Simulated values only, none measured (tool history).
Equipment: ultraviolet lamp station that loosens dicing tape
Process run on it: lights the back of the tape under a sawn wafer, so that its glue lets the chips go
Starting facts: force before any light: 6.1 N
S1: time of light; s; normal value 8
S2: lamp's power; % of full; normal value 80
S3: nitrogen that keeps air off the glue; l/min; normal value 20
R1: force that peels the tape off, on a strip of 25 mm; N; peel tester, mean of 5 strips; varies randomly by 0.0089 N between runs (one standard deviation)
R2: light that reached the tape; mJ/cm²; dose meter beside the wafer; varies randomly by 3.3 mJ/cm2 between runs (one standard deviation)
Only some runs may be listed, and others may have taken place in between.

Run 1, hour 0: usual settings. Result: R1 1.082 N, R2 298 mJ/cm².
Run 2, hour 11.5: usual settings. Result: R1 1.101 N, R2 297 mJ/cm².
Run 3, hour 28: usual settings. Result: R1 1.098 N, R2 295 mJ/cm².
Run 4, hour 37.5: usual settings. Result: R1 1.159 N, R2 289 mJ/cm².
Run 5, hour 50.5: usual settings. Result: R1 1.229 N, R2 290 mJ/cm².
Run 6, hour 67.9: usual settings. Result: R1 1.206 N, R2 281 mJ/cm².
Run 7, hour 86.2: usual settings. Result: R1 1.224 N, R2 284 mJ/cm².
Run 8, hour 99.1: usual settings. Result: R1 1.276 N, R2 276 mJ/cm².
At hour 105: window cleaned of glue's vapour.
Run 9, hour 118.7: usual settings. Result: R1 1.45 N, R2 252 mJ/cm².
Run 10, hour 127.8: usual settings. Result: R1 1.472 N, R2 244 mJ/cm².
Run 11, hour 137: usual settings but S2 73 % of full. Result: R1 1.714 N, R2 225 mJ/cm².
Run 12, hour 154.4: usual settings but S2 61 % of full. Result: R1 2.14 N, R2 186 mJ/cm².
Run 13, hour 165.1: usual settings but S1 10 s, S2 84 % of full, S3 9 l/min. Result: R1 1.394 N, R2 315 mJ/cm².
Run 14, hour 176: usual settings but S1 5 s, S2 84 % of full, S3 9 l/min. Result: R1 2.951 N, R2 157 mJ/cm².
At hour 182.4: window cleaned of glue's vapour, once more.
Run 15, hour 190.5: usual settings but S1 5 s, S2 84 % of full, S3 9 l/min. Result: R1 2.421 N, R2 201 mJ/cm².
Run 16, hour 199.5: usual settings but S1 5 s, S2 84 % of full, S3 9 l/min. Result: R1 2.383 N, R2 195 mJ/cm².
Run 17, hour 216.2: usual settings but S1 5 s, S2 84 % of full, S3 9 l/min. Result: R1 2.49 N, R2 191 mJ/cm².
Run 18, hour 226.1: usual settings but S2 95 % of full, S3 28 l/min. Result: R1 0.74 N, R2 342 mJ/cm².
Run 19, hour 240.9: usual settings but S2 73 % of full, S3 28 l/min. Result: R1 1.238 N, R2 264 mJ/cm².
Run 20, hour 255.5: usual settings but S1 14 s, S2 97 % of full. Result: R1 0.237 N, R2 603 mJ/cm².
Run 21, hour 266: usual settings but S3 19 l/min. Result: R1 1.217 N, R2 281 mJ/cm².

Each row is a separate what-if for the run after 21, all from the same tool condition, not one after another. Results?
Run A, hour 276.9: usual settings but S1 6 s, S2 84 % of full, S3 26 l/min. Result: R1 ?, R2 ?.
Run B, hour 276.9: usual settings but S1 5 s, S2 64 % of full, S3 32 l/min. Result: R1 ?, R2 ?.
Run C, hour 276.9: usual settings but S1 5 s, S3 23 l/min. Result: R1 ?, R2 ?.
Run D, hour 276.9: usual settings but S2 98 % of full, S3 7 l/min. Result: R1 ?, R2 ?.
Run E, hour 276.9: usual settings but S1 5 s, S2 82 % of full, S3 11 l/min. Result: R1 ?, R2 ?.

run     R1   R2
  A  1.598  220
  B  2.617  139
  C  2.131  174
  D   1.31  337
  E   2.57  178
Without the tool's unlogged condition, the same runs would have read:
run     R1   R2
  A  0.556  405
  B  1.279  256
  C  0.923  321
  D  0.407  621
  E   1.23  328

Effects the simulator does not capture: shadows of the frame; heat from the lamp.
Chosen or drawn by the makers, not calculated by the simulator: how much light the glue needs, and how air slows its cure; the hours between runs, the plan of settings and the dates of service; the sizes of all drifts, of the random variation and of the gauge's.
